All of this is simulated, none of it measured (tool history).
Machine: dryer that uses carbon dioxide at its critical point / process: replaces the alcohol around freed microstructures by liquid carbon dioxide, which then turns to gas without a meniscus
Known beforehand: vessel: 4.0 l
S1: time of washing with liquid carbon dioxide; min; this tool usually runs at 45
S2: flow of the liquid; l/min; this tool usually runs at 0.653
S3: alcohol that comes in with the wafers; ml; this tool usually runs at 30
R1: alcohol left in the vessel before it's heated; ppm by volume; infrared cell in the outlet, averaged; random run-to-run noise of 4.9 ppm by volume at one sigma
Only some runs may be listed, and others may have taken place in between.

{"run": 1, "hour": 0.0, "S1": 45, "S2": 0.653, "S3": 30, "R1": 56}
{"run": 2, "hour": 65.6, "S1": 45, "S2": 0.653, "S3": 30, "R1": 64}
{"run": 3, "hour": 129.3, "S1": 45, "S2": 0.653, "S3": 30, "R1": 68}
{"run": 4, "hour": 180.1, "S1": 45, "S2": 0.653, "S3": 58, "R1": 106}
{"run": 5, "hour": 228.3, "S1": 45, "S2": 0.653, "S3": 58, "R1": 101}
{"run": 6, "hour": 280.5, "S1": 45, "S2": 0.653, "S3": 58, "R1": 118}
{"hour": 300.7, "done": "inlet filter changed"}
{"run": 7, "hour": 326.4, "S1": 45, "S2": 0.653, "S3": 58, "R1": 91}
{"run": 8, "hour": 388.5, "S1": 45, "S2": 0.653, "S3": 58, "R1": 95}
{"run": 9, "hour": 427.3, "S1": 45, "S2": 0.653, "S3": 58, "R1": 88}
{"run": 10, "hour": 469.9, "S1": 45, "S2": 0.653, "S3": 58, "R1": 104}
{"run": 11, "hour": 522.7, "S1": 45, "S2": 0.653, "S3": 58, "R1": 103}
{"run": 12, "hour": 557.1, "S1": 45, "S2": 0.96, "S3": 30, "R1": 47}
{"run": 13, "hour": 612.7, "S1": 45, "S2": 0.96, "S3": 30, "R1": 44}
{"run": 14, "hour": 676.8, "S1": 45, "S2": 0.96, "S3": 30, "R1": 42}
{"hour": 722.5, "done": "inlet filter changed"}
{"run": 15, "hour": 728.2, "S1": 45, "S2": 0.96, "S3": 30, "R1": 54}
{"run": 16, "hour": 760.0, "S1": 45, "S2": 1.017, "S3": 30, "R1": 44}
{"run": 17, "hour": 795.6, "S1": 45, "S2": 1.017, "S3": 30, "R1": 50}
{"run": 18, "hour": 857.8, "S1": 45, "S2": 0.653, "S3": 30, "R1": 69}
{"run": 19, "hour": 910.5, "S1": 45, "S2": 0.653, "S3": 50, "R1": 100}
{"run": 20, "hour": 970.0, "S1": 45, "S2": 0.653, "S3": 30, "R1": 81}
{"run": 21, "hour": 1031.5, "S1": 45, "S2": 0.653, "S3": 30, "R1": 82}
{"hour": 1041.9, "done": "purifier's bed changed"}
{"run": 22, "hour": 1066.7, "S1": 37, "S2": 0.653, "S3": 30, "R1": 108}
{"run": 23, "hour": 1115.1, "S1": 37, "S2": 0.653, "S3": 83, "R1": 297}
{"hour": 1143.5, "done": "inlet filter changed"}
{"run": 24, "hour": 1170.2, "S1": 37, "S2": 0.653, "S3": 83, "R1": 239}
{"run": 25, "hour": 1216.0, "S1": 37, "S2": 0.653, "S3": 83, "R1": 238}
{"run": 26, "hour": 1269.1, "S1": 45, "S2": 1.066, "S3": 30, "R1": 8}
{"run": 27, "hour": 1323.2, "S1": 30, "S2": 0.455, "S3": 99, "R1": 2022}
{"run": 28, "hour": 1371.4, "S1": 51, "S2": 0.455, "S3": 99, "R1": 383}
{"run": 29, "hour": 1413.8, "S1": 51, "S2": 0.455, "S3": 99, "R1": 398}
{"run": 30, "hour": 1467.7, "S1": 70, "S2": 0.414, "S3": 30, "R1": 57}
{"run": 31, "hour": 1496.3, "S1": 63, "S2": 0.716, "S3": 74, "R1": 27}
{"run": 32, "hour": 1524.8, "S1": 63, "S2": 0.716, "S3": 74, "R1": 24}
{"hour": 1565.7, "done": "inlet filter changed"}
{"run": 33, "hour": 1585.9, "S1": 44, "S2": 0.693, "S3": 30, "R1": 45}
{"run": 34, "hour": 1641.1, "S1": 45, "S2": 0.653, "S3": 29, "R1": 43}
{"run": 35, "hour": 1689.9, "S1": 33, "S2": 0.8, "S3": 25, "R1": 67}
{"run": 36, "hour": 1751.3, "S1": 51, "S2": 0.683, "S3": 31, "R1": 44}
{"run": 37, "hour": 1814.8, "S1": 56, "S2": 0.416, "S3": 23, "R1": 112}
{"run": 38, "hour": 1857.2, "S1": 30, "S2": 0.482, "S3": 21, "R1": 417}
{"run": 39, "hour": 1900.6, "S1": 30, "S2": 0.482, "S3": 21, "R1": 416}
{"run": 40, "hour": 1936.1, "S1": 39, "S2": 0.653, "S3": 30, "R1": 107}
{"run": 41, "hour": 1964.6, "S1": 39, "S2": 0.653, "S3": 30, "R1": 114}
{"hour": 1984.8, "done": "inlet filter changed"}
{"run": 42, "hour": 2031.8, "S1": 45, "S2": 0.516, "S3": 30, "R1": 131}
{"run": 43, "hour": 2098.3, "S1": 39, "S2": 0.526, "S3": 30, "R1": 201}

4 ways to go on from here, each from the tool as it stands after run 43. What would each give?
{"run": "A", "hour": 2159.7, "S1": 41, "S2": 0.515, "S3": 30, "R1": "?"}
{"run": "B", "hour": 2159.7, "S1": 49, "S2": 0.653, "S3": 76, "R1": "?"}
{"run": "C", "hour": 2159.7, "S1": 61, "S2": 0.644, "S3": 30, "R1": "?"}
{"run": "D", "hour": 2159.7, "S1": 39, "S2": 0.649, "S3": 30, "R1": "?"}

run=A R1=196
run=B R1=79
run=C R1=44
run=D R1=99
Without the tool's hidden state the same runs would have given:
run=A R1=146
run=B R1=41
run=C R1=15
run=D R1=60

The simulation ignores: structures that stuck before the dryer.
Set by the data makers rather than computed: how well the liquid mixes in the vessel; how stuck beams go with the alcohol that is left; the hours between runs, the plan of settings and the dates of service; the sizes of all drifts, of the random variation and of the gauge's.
